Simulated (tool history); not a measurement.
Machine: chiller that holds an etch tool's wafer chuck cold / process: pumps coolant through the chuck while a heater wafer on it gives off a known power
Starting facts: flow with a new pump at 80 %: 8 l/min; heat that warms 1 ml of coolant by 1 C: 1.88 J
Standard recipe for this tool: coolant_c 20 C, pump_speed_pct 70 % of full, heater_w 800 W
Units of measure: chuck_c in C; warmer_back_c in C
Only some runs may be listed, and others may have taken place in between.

run,hour,coolant_c,pump_speed_pct,heater_w,chuck_c,warmer_back_c
1,0.0,20,70,800,29.3,4.09
2,103.2,20,70,800,29.2,4.14
3,315.7,20,64,800,30.1,4.50
4,455.1,20,70,603,27.1,3.15
5,573.8,20,70,800,29.5,4.16
6,772.6,20,70,800,29.5,4.14
7,868.7,20,70,800,29.5,4.14
8,1022.7,20,70,800,29.8,4.17
9,1119.6,20,70,800,29.7,4.17
10,1301.8,20,70,800,29.8,4.16
# hour 1389.1: chiller's thermometer calibrated
11,1409.5,20,70,800,29.3,4.23
12,1627.0,20,70,500,25.9,2.64
13,1745.5,20,70,500,25.9,2.65
14,1882.9,20,70,587,27.0,3.11
15,1989.9,20,70,587,27.0,3.10
16,2100.6,20,70,587,27.0,3.19
17,2215.2,15,70,1006,27.0,5.39
18,2365.1,18,70,800,27.6,4.26
19,2500.7,25,62,800,35.9,4.86
20,2604.5,25,62,800,35.9,4.88
21,2779.8,25,62,800,35.8,4.94
22,2932.9,25,70,439,30.5,2.40
23,3036.7,25,70,439,30.4,2.38
# hour 3058.5: coolant pump overhauled
24,3222.5,25,70,439,30.0,1.97
25,3427.9,17,77,409,21.2,1.68
26,3590.8,17,77,409,21.2,1.71
27,3794.3,22,65,437,27.2,2.22
28,3916.3,22,92,437,25.8,1.61
29,4113.9,28,75,715,35.5,3.08
30,4247.7,18,67,495,23.8,2.49
31,4414.9,15,91,495,19.5,1.77

Below are 5 alternative next runs, each starting from the tool's condition after run 31. Predict each:
A,4572.0,16,70,975,?,?
B,4572.0,21,68,454,?,?
C,4572.0,24,75,651,?,?
D,4572.0,25,85,800,?,?
E,4572.0,15,73,495,?,?

run,chuck_c,warmer_back_c
A,26.8,4.64
B,26.3,2.22
C,30.8,2.87
D,32.5,3.10
E,20.4,2.25
Without the tool's hidden state the same runs would have given:
run,chuck_c,warmer_back_c
A,25.7,4.52
B,25.6,2.16
C,30.0,2.79
D,31.6,3.02
E,19.7,2.18
